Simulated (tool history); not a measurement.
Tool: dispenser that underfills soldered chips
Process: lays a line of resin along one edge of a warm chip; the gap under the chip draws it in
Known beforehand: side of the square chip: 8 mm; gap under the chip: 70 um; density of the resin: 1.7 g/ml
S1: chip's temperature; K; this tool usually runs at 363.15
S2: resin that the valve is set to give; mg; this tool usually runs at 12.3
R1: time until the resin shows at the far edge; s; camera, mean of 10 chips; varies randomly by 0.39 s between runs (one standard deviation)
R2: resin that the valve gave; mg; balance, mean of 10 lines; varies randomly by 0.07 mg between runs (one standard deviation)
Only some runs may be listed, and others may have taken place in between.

Run 1, day 0: usual settings. Result: R1 24.9 s, R2 12.11 mg.
Run 2, day 0.238: usual settings. Result: R1 30.7 s, R2 12.1 mg.
Run 3, day 0.421: usual settings. Result: R1 35.8 s, R2 12.08 mg.
Run 4, day 0.8: usual settings. Result: R1 30.9 s, R2 12 mg.
Run 5, day 1.017: usual settings. Result: R1 37.7 s, R2 11.88 mg.
Run 6, day 1.321: usual settings but S2 14.9 mg. Result: R1 28.9 s, R2 14.39 mg.
Run 7, day 1.633: usual settings but S2 14.9 mg. Result: R1 38.2 s, R2 14.27 mg.
Run 8, day 1.9: usual settings but S1 376.15 K, S2 12 mg. Result: R1 18.8 s, R2 11.59 mg.
Run 9, day 2.05: usual settings but S1 376.15 K, S2 12 mg. Result: R1 21.6 s, R2 11.53 mg.
Run 10, day 2.317: usual settings but S1 368.15 K, S2 13.2 mg. Result: R1 22 s, R2 12.65 mg.
Run 11, day 2.612: usual settings but S1 368.15 K, S2 13.2 mg. Result: R1 29.1 s, R2 12.68 mg.

Missing from the log above: 4 entries noted between runs. For each, name the pair of listed runs it sits between and say how the tool's hidden condition differs from the listed run just before to the listed run just after:
From run 3 to run 4: new syringe of resin (day 0.579)
  resin's viscosity, % of fresh resin's: 145.4 -> 122.8; dose that the valve gives, % of what is set: 98 -> 97.6; true chip temperature over the reading, C: -0.57 -> -0.6
  the result without the hidden state subtracted from the measured one, R1: +11.7 -> +6.4 s; R2: -0.24 -> -0.29 mg
From run 5 to run 6: new syringe of resin (day 1.158)
  resin's viscosity, % of fresh resin's: 150.2 -> 117.2; dose that the valve gives, % of what is set: 97.37 -> 97.08; true chip temperature over the reading, C: -0.62 -> -0.64
  the result without the hidden state subtracted from the measured one, R1: +13.3 -> +4.9 s; R2: -0.32 -> -0.44 mg
From run 7 to run 8: new syringe of resin (day 1.717)
  resin's viscosity, % of fresh resin's: 156.3 -> 118.6; dose that the valve gives, % of what is set: 96.79 -> 96.53; true chip temperature over the reading, C: -0.66 -> -0.68
  the result without the hidden state subtracted from the measured one, R1: +14.4 -> +3.4 s; R2: -0.48 -> -0.41 mg
From run 9 to run 10: new syringe of resin (day 2.279)
  resin's viscosity, % of fresh resin's: 136.3 -> 104.6; dose that the valve gives, % of what is set: 96.37 -> 96.11; true chip temperature over the reading, C: -0.7 -> -0.72
  the result without the hidden state subtracted from the measured one, R1: +6.1 -> +1.5 s; R2: -0.43 -> -0.52 mg
